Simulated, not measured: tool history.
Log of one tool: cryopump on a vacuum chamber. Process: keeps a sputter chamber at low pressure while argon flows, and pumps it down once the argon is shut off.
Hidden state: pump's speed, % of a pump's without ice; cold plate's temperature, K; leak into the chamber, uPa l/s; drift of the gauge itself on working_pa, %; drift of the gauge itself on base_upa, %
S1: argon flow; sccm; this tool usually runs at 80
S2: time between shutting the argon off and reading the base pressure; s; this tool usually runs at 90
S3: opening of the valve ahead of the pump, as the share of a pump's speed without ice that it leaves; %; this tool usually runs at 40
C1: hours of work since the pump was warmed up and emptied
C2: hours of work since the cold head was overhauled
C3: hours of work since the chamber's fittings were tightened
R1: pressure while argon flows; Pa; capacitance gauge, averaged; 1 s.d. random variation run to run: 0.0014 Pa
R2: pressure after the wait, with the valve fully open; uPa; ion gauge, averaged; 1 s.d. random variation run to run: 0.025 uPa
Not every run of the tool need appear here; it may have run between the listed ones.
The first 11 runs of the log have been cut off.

run	hour	S1	S2	S3	C1	C2	C3	R1	R2
12	577.7	80	234	21	347	347	2889	0.6400	4.67
13	608.2	80	234	21	364	364	2906	0.6413	4.79
14	675.4	80	90	40	402	402	2943	0.3479	5.31
15	727.5	80	90	30	431	431	2972	0.4626	5.50
16	769.4	80	90	17	454	454	2996	0.7956	5.33
17	832.8	80	90	17	489	489	3031	0.7937	5.67
18	873.3	125	90	17	511	511	3053	1.2422	5.79
# hour 943.1: leaking fittings of the chamber tightened, without venting
19	943.1	125	90	17	549	549	0	1.2517	1.18
20	982.0	40	90	17	570	570	22	0.3993	1.23
21	1035.7	40	137	36	600	600	51	0.2008	1.01
22	1087.0	54	137	18	629	629	80	0.5156	1.03
23	1147.8	54	137	18	662	662	113	0.5170	1.12
24	1199.2	80	272	40	691	691	142	0.3761	0.97
# hour 1226.3: pump warmed up, emptied and cooled again
25	1257.3	73	20	37	17	720	171	0.3225	3.91
26	1312.6	73	20	37	48	751	202	0.3240	4.02
27	1360.7	103	94	36	75	778	229	0.4667	1.40
28	1423.1	103	94	36	109	812	263	0.4769	1.43
29	1472.5	47	94	36	136	840	291	0.2149	1.44
30	1504.6	47	94	36	154	857	309	0.2163	1.48
31	1536.0	80	90	23	172	875	326	0.5719	1.56
32	1573.7	132	38	40	193	896	347	0.5527	2.60

Estimate the outcome of run 33 from the log above:
33	1612.7	53	49	32	214	917	368	?	?

{"run 33": {"R1": 0.2764, "R2": 2.24}}
If the tool had no hidden condition, the same run with the same run-to-run variation would have returned R1 0.2682 Pa, R2 1.68 uPa.

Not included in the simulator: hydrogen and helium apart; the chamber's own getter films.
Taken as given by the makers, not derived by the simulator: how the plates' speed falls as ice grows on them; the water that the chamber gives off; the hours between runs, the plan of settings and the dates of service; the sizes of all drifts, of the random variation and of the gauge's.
